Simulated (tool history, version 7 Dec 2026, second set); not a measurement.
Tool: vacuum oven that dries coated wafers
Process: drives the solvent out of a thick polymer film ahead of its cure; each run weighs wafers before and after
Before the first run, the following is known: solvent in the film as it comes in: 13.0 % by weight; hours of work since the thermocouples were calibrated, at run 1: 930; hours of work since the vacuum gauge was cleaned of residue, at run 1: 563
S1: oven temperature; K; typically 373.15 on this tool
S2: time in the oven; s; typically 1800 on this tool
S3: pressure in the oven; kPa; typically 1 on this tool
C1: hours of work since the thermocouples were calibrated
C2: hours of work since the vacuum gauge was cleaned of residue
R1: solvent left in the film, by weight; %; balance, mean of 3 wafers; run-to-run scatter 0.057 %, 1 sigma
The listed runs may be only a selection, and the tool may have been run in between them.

run 1 hour=0 | S1=373.15 S2=1800 S3=1 | C1=930 C2=563 | R1=2.68
run 2 hour=39.3 | S1=373.15 S2=1800 S3=1 | C1=959 C2=592 | R1=2.72
run 3 hour=126.9 | S1=373.15 S2=1800 S3=1 | C1=1024 C2=657 | R1=2.77
run 4 hour=189.6 | S1=373.15 S2=1800 S3=0.62 | C1=1070 C2=703 | R1=2.15
run 5 hour=271.8 | S1=373.15 S2=1800 S3=0.62 | C1=1131 C2=764 | R1=2.01
run 6 hour=333 | S1=370.15 S2=1800 S3=0.62 | C1=1176 C2=809 | R1=2.59
run 7 hour=407.7 | S1=370.15 S2=1800 S3=0.62 | C1=1231 C2=864 | R1=2.58
-- hour=439.4 oven's thermocouples calibrated
run 8 hour=462.5 | S1=373.15 S2=1800 S3=1.59 | C1=17 C2=903 | R1=3.88
run 9 hour=528.1 | S1=364.15 S2=2220 S3=1.3 | C1=65 C2=951 | R1=4.6
run 10 hour=591.9 | S1=364.15 S2=2220 S3=1.3 | C1=113 C2=998 | R1=4.56
run 11 hour=668.3 | S1=364.15 S2=1800 S3=0.62 | C1=169 C2=1055 | R1=3.52
run 12 hour=735.6 | S1=366.15 S2=960 S3=3.17 | C1=218 C2=1104 | R1=9.57
run 13 hour=810.3 | S1=369.15 S2=2400 S3=1.41 | C1=274 C2=1159 | R1=3.8

Forecast each of these 3 alternatives for the next run:
run A hour=879.1 | S1=387.15 S2=2880 S3=0.66 | C1=324 C2=1210 | R1=?
run B hour=879.1 | S1=363.15 S2=2820 S3=3.28 | C1=324 C2=1210 | R1=?
run C hour=879.1 | S1=381.15 S2=3120 S3=0.8 | C1=324 C2=1210 | R1=?

run=A R1=0.83
run=B R1=9.42
run=C R1=1.33
Stripped of hidden state, with their random variation kept, the same runs would have yielded:
run=A R1=0.83
run=B R1=9.41
run=C R1=1.31
